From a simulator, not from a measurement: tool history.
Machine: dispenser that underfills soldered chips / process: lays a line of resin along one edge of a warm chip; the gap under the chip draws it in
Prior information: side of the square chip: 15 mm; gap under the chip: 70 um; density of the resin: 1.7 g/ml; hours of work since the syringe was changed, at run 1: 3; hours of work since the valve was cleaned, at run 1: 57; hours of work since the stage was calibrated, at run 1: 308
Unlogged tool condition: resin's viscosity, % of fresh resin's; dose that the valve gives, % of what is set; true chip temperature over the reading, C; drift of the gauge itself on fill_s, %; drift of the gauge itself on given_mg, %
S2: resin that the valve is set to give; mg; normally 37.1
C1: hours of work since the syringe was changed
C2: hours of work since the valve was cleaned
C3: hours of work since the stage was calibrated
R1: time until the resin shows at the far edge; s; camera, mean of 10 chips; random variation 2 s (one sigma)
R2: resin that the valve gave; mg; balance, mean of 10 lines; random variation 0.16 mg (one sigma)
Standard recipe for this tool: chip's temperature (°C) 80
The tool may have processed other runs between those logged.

run 1 hour=0 | chip's_temperature_(°C)=80 S2=37.1 | C1=3 C2=57 C3=308 | R1=231.7 R2=35.99
-- hour=10.8 new syringe of resin
run 2 hour=12 | chip's_temperature_(°C)=80 S2=37.1 | C1=1 C2=67 C3=317 | R1=216.5 R2=35.69
run 3 hour=18.8 | chip's_temperature_(°C)=80 S2=37.1 | C1=6 C2=72 C3=323 | R1=267.3 R2=35.86
-- hour=25.4 new syringe of resin
run 4 hour=30.2 | chip's_temperature_(°C)=80 S2=37.1 | C1=4 C2=81 C3=332 | R1=239.6 R2=35.48
-- hour=40.3 new syringe of resin
run 5 hour=43.3 | chip's_temperature_(°C)=80 S2=37.1 | C1=2 C2=91 C3=342 | R1=224.2 R2=35.34
-- hour=50.5 dispensing valve cleaned and set on the balance
run 6 hour=51.2 | chip's_temperature_(°C)=80 S2=37.1 | C1=8 C2=1 C3=347 | R1=281.3 R2=37.02
-- hour=56.3 new syringe of resin
run 7 hour=62.8 | chip's_temperature_(°C)=80 S2=37.1 | C1=5 C2=9 C3=356 | R1=248.9 R2=36.86
-- hour=71.5 new syringe of resin
run 8 hour=75.8 | chip's_temperature_(°C)=92 S2=37.1 | C1=3 C2=19 C3=366 | R1=153.3 R2=36.84
run 9 hour=83.7 | chip's_temperature_(°C)=92 S2=37.1 | C1=10 C2=26 C3=372 | R1=201.7 R2=36.45
-- hour=86.1 new syringe of resin
run 10 hour=91.7 | chip's_temperature_(°C)=80 S2=38.4 | C1=4 C2=32 C3=378 | R1=250.3 R2=37.35
run 11 hour=98.5 | chip's_temperature_(°C)=80 S2=38.4 | C1=10 C2=37 C3=383 | R1=308 R2=37.61
-- hour=101.1 new syringe of resin
run 12 hour=104.9 | chip's_temperature_(°C)=80 S2=38.4 | C1=3 C2=42 C3=388 | R1=228.2 R2=37.54
-- hour=115.7 new syringe of resin
run 13 hour=116.7 | chip's_temperature_(°C)=80 S2=38.4 | C1=1 C2=51 C3=397 | R1=215.1 R2=37.38
run 14 hour=124.1 | chip's_temperature_(°C)=80 S2=38.4 | C1=7 C2=57 C3=403 | R1=272.2 R2=37.34
-- hour=130.6 new syringe of resin
run 15 hour=130.6 | chip's_temperature_(°C)=80 S2=38.4 | C1=0 C2=62 C3=408 | R1=205.2 R2=37.22
run 16 hour=142.5 | chip's_temperature_(°C)=77 S2=47.8 | C1=9 C2=71 C3=417 | R1=329.9 R2=45.43
-- hour=145.5 new syringe of resin
run 17 hour=156.1 | chip's_temperature_(°C)=77 S2=47.8 | C1=8 C2=81 C3=428 | R1=314.5 R2=45.77
-- hour=160.2 new syringe of resin
run 18 hour=163.3 | chip's_temperature_(°C)=85 S2=47.8 | C1=2 C2=87 C3=433 | R1=183.6 R2=45.45
run 19 hour=173.4 | chip's_temperature_(°C)=76 S2=47.7 | C1=10 C2=95 C3=441 | R1=360.8 R2=45.49
-- hour=174.6 new syringe of resin
-- hour=175.6 dispensing valve cleaned and set on the balance
run 20 hour=182.3 | chip's_temperature_(°C)=66 S2=47.7 | C1=5 C2=5 C3=447 | R1=431.6 R2=47.67
run 21 hour=189.1 | chip's_temperature_(°C)=70 S2=39 | C1=11 C2=11 C3=452 | R1=457.2 R2=38.68
-- hour=190.5 new syringe of resin
run 22 hour=200 | chip's_temperature_(°C)=70 S2=39 | C1=8 C2=19 C3=461 | R1=420.8 R2=38.63
-- hour=204.8 new syringe of resin
run 23 hour=213.5 | chip's_temperature_(°C)=81 S2=39 | C1=7 C2=29 C3=471 | R1=260.1 R2=38.66
-- hour=219.2 new syringe of resin
run 24 hour=225.4 | chip's_temperature_(°C)=81 S2=39 | C1=5 C2=38 C3=480 | R1=240.8 R2=38.49
-- hour=233.8 new syringe of resin
run 25 hour=234.4 | chip's_temperature_(°C)=66 S2=37.1 | C1=0 C2=45 C3=487 | R1=375.2 R2=36.12

Branching from run 25: 5 alternative next runs. What would each branch give?
run A hour=243.1 | chip's_temperature_(°C)=65 S2=38.3 | C1=7 C2=52 C3=494 | R1=? R2=?
run B hour=243.1 | chip's_temperature_(°C)=79 S2=43.7 | C1=7 C2=52 C3=494 | R1=? R2=?
run C hour=243.1 | chip's_temperature_(°C)=67 S2=43.2 | C1=7 C2=52 C3=494 | R1=? R2=?
run D hour=243.1 | chip's_temperature_(°C)=68 S2=45.4 | C1=7 C2=52 C3=494 | R1=? R2=?
run E hour=243.1 | chip's_temperature_(°C)=77 S2=34.3 | C1=7 C2=52 C3=494 | R1=? R2=?

run=A R1=515.5 R2=37.42
run=B R1=290.6 R2=42.02
run=C R1=460.5 R2=42.18
run=D R1=441.8 R2=43.99
run=E R1=327.7 R2=33.38
Take away the tool's hidden state, keep each run's random variation, and the runs would have read:
run=A R1=342.5 R2=38.45
run=B R1=195.2 R2=43.18
run=C R1=307.2 R2=43.34
run=D R1=294.9 R2=45.2
run=E R1=218.7 R2=34.3
